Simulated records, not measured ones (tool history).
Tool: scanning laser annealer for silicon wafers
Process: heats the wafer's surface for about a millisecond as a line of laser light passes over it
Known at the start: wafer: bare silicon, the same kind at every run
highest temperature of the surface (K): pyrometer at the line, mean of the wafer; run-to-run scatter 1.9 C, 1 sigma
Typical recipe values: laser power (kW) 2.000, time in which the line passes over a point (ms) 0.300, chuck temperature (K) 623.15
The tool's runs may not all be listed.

run	hour	laser power (kW)	time in which the line passes over a point (ms)	chuck temperature (K)	highest temperature of the surface (K)
1	0.0	2.000	0.300	623.15	1373.15
2	29.5	2.196	0.300	623.15	1474.15
3	56.1	2.196	0.300	623.15	1467.15
4	87.7	1.797	0.300	623.15	1270.15
5	112.2	1.797	0.300	623.15	1273.15
6	141.6	1.797	0.300	623.15	1270.15
7	169.5	1.797	0.300	623.15	1270.15
8	204.3	1.797	0.300	623.15	1269.15
9	232.7	1.797	0.300	623.15	1270.15
10	268.1	1.797	0.300	623.15	1268.15
11	301.7	1.797	0.300	623.15	1270.15
12	338.0	1.797	0.300	623.15	1267.15
13	361.3	2.000	0.250	623.15	1291.15
14	384.9	2.000	0.250	623.15	1297.15
15	418.7	1.931	0.250	588.15	1224.15
16	446.9	1.931	0.250	588.15	1228.15
17	464.4	2.010	0.322	623.15	1403.15
18	503.0	2.010	0.322	623.15	1404.15
19	539.1	1.965	0.300	589.15	1318.15
20	561.5	1.851	0.308	607.15	1291.15
21	579.3	1.851	0.308	607.15	1291.15
22	614.9	1.730	0.283	623.15	1220.15
23	652.8	2.000	0.271	623.15	1324.15
24	676.6	2.000	0.271	646.15	1352.15
25	714.1	2.000	0.361	653.15	1480.15
26	739.2	1.772	0.300	628.15	1263.15
27	776.4	1.772	0.300	628.15	1262.15
28	798.2	1.772	0.282	611.15	1226.15

What if the next run were any one of these 5? Each begins from the tool's condition after run 28:
# hour 814.4: window over the wafer cleaned
A	832.0	2.000	0.300	657.15	?
# hour 814.4: window over the wafer cleaned
B	832.0	1.952	0.357	642.15	?
# hour 814.4: window over the wafer cleaned
C	832.0	1.772	0.275	620.15	?
# hour 814.4: window over the wafer cleaned
D	832.0	1.958	0.213	611.15	?
# hour 814.4: window over the wafer cleaned
E	832.0	1.959	0.282	611.15	?

run	highest temperature of the surface (K)
A	1403.15
B	1440.15
C	1228.15
D	1206.15
E	1310.15
Stripped of hidden state, with their random variation kept, the same runs would have yielded:
run	highest temperature of the surface (K)
A	1403.15
B	1441.15
C	1228.15
D	1206.15
E	1310.15
